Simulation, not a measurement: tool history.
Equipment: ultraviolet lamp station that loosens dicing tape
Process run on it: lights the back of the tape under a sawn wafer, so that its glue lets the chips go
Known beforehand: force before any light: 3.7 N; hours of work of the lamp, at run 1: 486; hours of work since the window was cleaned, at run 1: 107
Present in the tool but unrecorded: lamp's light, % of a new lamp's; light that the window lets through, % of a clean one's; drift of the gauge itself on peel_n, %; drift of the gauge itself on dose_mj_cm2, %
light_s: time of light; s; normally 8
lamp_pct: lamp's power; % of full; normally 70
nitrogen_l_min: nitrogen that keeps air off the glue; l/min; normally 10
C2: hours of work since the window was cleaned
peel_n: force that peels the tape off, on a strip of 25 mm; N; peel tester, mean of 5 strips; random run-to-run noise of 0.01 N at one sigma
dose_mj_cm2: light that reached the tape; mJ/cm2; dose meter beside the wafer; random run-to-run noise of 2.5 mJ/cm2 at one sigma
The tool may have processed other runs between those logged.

{"run": 1, "hour": 0.0, "light_s": 8, "lamp_pct": 70, "nitrogen_l_min": 10, "hours of work of the lamp": 486, "C2": 107, "peel_n": 0.578, "dose_mj_cm2": 265}
{"run": 2, "hour": 41.4, "light_s": 8, "lamp_pct": 70, "nitrogen_l_min": 10, "hours of work of the lamp": 510, "C2": 131, "peel_n": 0.574, "dose_mj_cm2": 265}
{"run": 3, "hour": 77.6, "light_s": 8, "lamp_pct": 70, "nitrogen_l_min": 10, "hours of work of the lamp": 531, "C2": 152, "peel_n": 0.585, "dose_mj_cm2": 259}
{"run": 4, "hour": 98.5, "light_s": 8, "lamp_pct": 70, "nitrogen_l_min": 10, "hours of work of the lamp": 543, "C2": 164, "peel_n": 0.607, "dose_mj_cm2": 259}
{"run": 5, "hour": 119.7, "light_s": 8, "lamp_pct": 70, "nitrogen_l_min": 10, "hours of work of the lamp": 555, "C2": 176, "peel_n": 0.612, "dose_mj_cm2": 258}
{"run": 6, "hour": 149.0, "light_s": 8, "lamp_pct": 70, "nitrogen_l_min": 10, "hours of work of the lamp": 572, "C2": 193, "peel_n": 0.636, "dose_mj_cm2": 249}
{"run": 7, "hour": 185.9, "light_s": 8, "lamp_pct": 70, "nitrogen_l_min": 10, "hours of work of the lamp": 593, "C2": 214, "peel_n": 0.611, "dose_mj_cm2": 256}
{"run": 8, "hour": 222.8, "light_s": 5, "lamp_pct": 70, "nitrogen_l_min": 10, "hours of work of the lamp": 614, "C2": 235, "peel_n": 1.187, "dose_mj_cm2": 158}
{"run": 9, "hour": 259.2, "light_s": 5, "lamp_pct": 70, "nitrogen_l_min": 10, "hours of work of the lamp": 635, "C2": 256, "peel_n": 1.195, "dose_mj_cm2": 155}
{"run": 10, "hour": 293.1, "light_s": 5, "lamp_pct": 70, "nitrogen_l_min": 10, "hours of work of the lamp": 655, "C2": 276, "peel_n": 1.194, "dose_mj_cm2": 153}
{"run": 11, "hour": 312.3, "light_s": 8, "lamp_pct": 94, "nitrogen_l_min": 10, "hours of work of the lamp": 666, "C2": 287, "peel_n": 0.405, "dose_mj_cm2": 328}
{"hour": 315.9, "done": "window cleaned of glue's vapour"}
{"run": 12, "hour": 335.3, "light_s": 8, "lamp_pct": 94, "nitrogen_l_min": 10, "hours of work of the lamp": 679, "C2": 11, "peel_n": 0.411, "dose_mj_cm2": 325}
{"run": 13, "hour": 375.8, "light_s": 8, "lamp_pct": 95, "nitrogen_l_min": 10, "hours of work of the lamp": 702, "C2": 34, "peel_n": 0.407, "dose_mj_cm2": 329}
{"run": 14, "hour": 396.8, "light_s": 8, "lamp_pct": 95, "nitrogen_l_min": 10, "hours of work of the lamp": 714, "C2": 47, "peel_n": 0.412, "dose_mj_cm2": 325}
{"run": 15, "hour": 423.4, "light_s": 8, "lamp_pct": 70, "nitrogen_l_min": 12, "hours of work of the lamp": 730, "C2": 62, "peel_n": 0.63, "dose_mj_cm2": 238}
{"hour": 444.2, "done": "window cleaned of glue's vapour, once more"}
{"run": 16, "hour": 451.8, "light_s": 8, "lamp_pct": 70, "nitrogen_l_min": 12, "hours of work of the lamp": 746, "C2": 4, "peel_n": 0.576, "dose_mj_cm2": 245}
{"run": 17, "hour": 481.2, "light_s": 8, "lamp_pct": 70, "nitrogen_l_min": 12, "hours of work of the lamp": 763, "C2": 21, "peel_n": 0.636, "dose_mj_cm2": 247}
{"run": 18, "hour": 510.3, "light_s": 8, "lamp_pct": 70, "nitrogen_l_min": 12, "hours of work of the lamp": 779, "C2": 38, "peel_n": 0.62, "dose_mj_cm2": 243}
{"run": 19, "hour": 537.9, "light_s": 8, "lamp_pct": 70, "nitrogen_l_min": 12, "hours of work of the lamp": 795, "C2": 54, "peel_n": 0.611, "dose_mj_cm2": 247}
{"run": 20, "hour": 563.2, "light_s": 8, "lamp_pct": 70, "nitrogen_l_min": 10, "hours of work of the lamp": 810, "C2": 69, "peel_n": 0.682, "dose_mj_cm2": 240}
{"run": 21, "hour": 602.7, "light_s": 8, "lamp_pct": 70, "nitrogen_l_min": 10, "hours of work of the lamp": 833, "C2": 91, "peel_n": 0.673, "dose_mj_cm2": 235}
{"run": 22, "hour": 636.4, "light_s": 8, "lamp_pct": 70, "nitrogen_l_min": 10, "hours of work of the lamp": 852, "C2": 111, "peel_n": 0.706, "dose_mj_cm2": 235}
{"run": 23, "hour": 676.9, "light_s": 8, "lamp_pct": 63, "nitrogen_l_min": 10, "hours of work of the lamp": 875, "C2": 134, "peel_n": 0.798, "dose_mj_cm2": 207}
{"run": 24, "hour": 696.0, "light_s": 8, "lamp_pct": 63, "nitrogen_l_min": 10, "hours of work of the lamp": 886, "C2": 145, "peel_n": 0.814, "dose_mj_cm2": 209}
{"run": 25, "hour": 727.2, "light_s": 5, "lamp_pct": 70, "nitrogen_l_min": 12, "hours of work of the lamp": 904, "C2": 163, "peel_n": 1.25, "dose_mj_cm2": 147}
{"run": 26, "hour": 758.5, "light_s": 5, "lamp_pct": 70, "nitrogen_l_min": 12, "hours of work of the lamp": 922, "C2": 181, "peel_n": 1.182, "dose_mj_cm2": 147}
{"run": 27, "hour": 799.5, "light_s": 8, "lamp_pct": 69, "nitrogen_l_min": 10, "hours of work of the lamp": 946, "C2": 205, "peel_n": 0.715, "dose_mj_cm2": 224}
{"run": 28, "hour": 820.8, "light_s": 8, "lamp_pct": 70, "nitrogen_l_min": 10, "hours of work of the lamp": 958, "C2": 217, "peel_n": 0.733, "dose_mj_cm2": 226}
{"run": 29, "hour": 853.2, "light_s": 4, "lamp_pct": 79, "nitrogen_l_min": 10, "hours of work of the lamp": 977, "C2": 235, "peel_n": 1.434, "dose_mj_cm2": 130}
{"run": 30, "hour": 873.8, "light_s": 4, "lamp_pct": 79, "nitrogen_l_min": 10, "hours of work of the lamp": 989, "C2": 247, "peel_n": 1.453, "dose_mj_cm2": 128}
{"run": 31, "hour": 904.5, "light_s": 4, "lamp_pct": 79, "nitrogen_l_min": 10, "hours of work of the lamp": 1006, "C2": 265, "peel_n": 1.472, "dose_mj_cm2": 128}
{"run": 32, "hour": 932.1, "light_s": 4, "lamp_pct": 79, "nitrogen_l_min": 10, "hours of work of the lamp": 1022, "C2": 281, "peel_n": 1.471, "dose_mj_cm2": 123}
{"run": 33, "hour": 971.1, "light_s": 4, "lamp_pct": 96, "nitrogen_l_min": 10, "hours of work of the lamp": 1045, "C2": 303, "peel_n": 1.219, "dose_mj_cm2": 150}
{"run": 34, "hour": 1004.2, "light_s": 4, "lamp_pct": 70, "nitrogen_l_min": 10, "hours of work of the lamp": 1064, "C2": 322, "peel_n": 1.618, "dose_mj_cm2": 109}
{"run": 35, "hour": 1032.9, "light_s": 6, "lamp_pct": 73, "nitrogen_l_min": 7, "hours of work of the lamp": 1080, "C2": 339, "peel_n": 1.213, "dose_mj_cm2": 168}
{"run": 36, "hour": 1062.6, "light_s": 6, "lamp_pct": 73, "nitrogen_l_min": 7, "hours of work of the lamp": 1097, "C2": 356, "peel_n": 1.169, "dose_mj_cm2": 171}
{"run": 37, "hour": 1080.6, "light_s": 6, "lamp_pct": 73, "nitrogen_l_min": 7, "hours of work of the lamp": 1108, "C2": 366, "peel_n": 1.16, "dose_mj_cm2": 168}
{"run": 38, "hour": 1121.4, "light_s": 10, "lamp_pct": 70, "nitrogen_l_min": 10, "hours of work of the lamp": 1131, "C2": 390, "peel_n": 0.568, "dose_mj_cm2": 264}
{"run": 39, "hour": 1156.2, "light_s": 10, "lamp_pct": 67, "nitrogen_l_min": 8, "hours of work of the lamp": 1151, "C2": 410, "peel_n": 0.663, "dose_mj_cm2": 253}
{"run": 40, "hour": 1183.4, "light_s": 7, "lamp_pct": 92, "nitrogen_l_min": 4, "hours of work of the lamp": 1167, "C2": 426, "peel_n": 0.919, "dose_mj_cm2": 239}
{"run": 41, "hour": 1200.6, "light_s": 8, "lamp_pct": 70, "nitrogen_l_min": 10, "hours of work of the lamp": 1177, "C2": 435, "peel_n": 0.796, "dose_mj_cm2": 209}
{"run": 42, "hour": 1224.5, "light_s": 8, "lamp_pct": 64, "nitrogen_l_min": 6, "hours of work of the lamp": 1191, "C2": 449, "peel_n": 1.062, "dose_mj_cm2": 188}
{"run": 43, "hour": 1247.8, "light_s": 8, "lamp_pct": 64, "nitrogen_l_min": 6, "hours of work of the lamp": 1204, "C2": 463, "peel_n": 1.043, "dose_mj_cm2": 190}

The same runs without the tool's hidden state, with the same run-to-run variation:
run=1 peel_n=0.458 dose_mj_cm2=306
run=2 peel_n=0.449 dose_mj_cm2=308
run=3 peel_n=0.451 dose_mj_cm2=304
run=4 peel_n=0.464 dose_mj_cm2=306
run=5 peel_n=0.467 dose_mj_cm2=306
run=6 peel_n=0.480 dose_mj_cm2=297
run=7 peel_n=0.454 dose_mj_cm2=307
run=8 peel_n=0.946 dose_mj_cm2=191
run=9 peel_n=0.943 dose_mj_cm2=189
run=10 peel_n=0.934 dose_mj_cm2=189
run=11 peel_n=0.288 dose_mj_cm2=404
run=12 peel_n=0.292 dose_mj_cm2=405
run=13 peel_n=0.281 dose_mj_cm2=413
run=14 peel_n=0.281 dose_mj_cm2=410
run=15 peel_n=0.429 dose_mj_cm2=303
run=16 peel_n=0.413 dose_mj_cm2=302
run=17 peel_n=0.452 dose_mj_cm2=306
run=18 peel_n=0.435 dose_mj_cm2=302
run=19 peel_n=0.424 dose_mj_cm2=309
run=20 peel_n=0.474 dose_mj_cm2=303
run=21 peel_n=0.459 dose_mj_cm2=300
run=22 peel_n=0.476 dose_mj_cm2=302
run=23 peel_n=0.545 dose_mj_cm2=269
run=24 peel_n=0.547 dose_mj_cm2=272
run=25 peel_n=0.910 dose_mj_cm2=192
run=26 peel_n=0.852 dose_mj_cm2=194
run=27 peel_n=0.459 dose_mj_cm2=298
run=28 peel_n=0.462 dose_mj_cm2=303
run=29 peel_n=1.052 dose_mj_cm2=175
run=30 peel_n=1.061 dose_mj_cm2=173
run=31 peel_n=1.067 dose_mj_cm2=174
run=32 peel_n=1.060 dose_mj_cm2=169
run=33 peel_n=0.823 dose_mj_cm2=208
run=34 peel_n=1.188 dose_mj_cm2=152
run=35 peel_n=0.789 dose_mj_cm2=237
run=36 peel_n=0.753 dose_mj_cm2=241
run=37 peel_n=0.745 dose_mj_cm2=239
run=38 peel_n=0.311 dose_mj_cm2=379
run=39 peel_n=0.363 dose_mj_cm2=366
run=40 peel_n=0.526 dose_mj_cm2=349
run=41 peel_n=0.445 dose_mj_cm2=305
run=42 peel_n=0.629 dose_mj_cm2=278
run=43 peel_n=0.611 dose_mj_cm2=280

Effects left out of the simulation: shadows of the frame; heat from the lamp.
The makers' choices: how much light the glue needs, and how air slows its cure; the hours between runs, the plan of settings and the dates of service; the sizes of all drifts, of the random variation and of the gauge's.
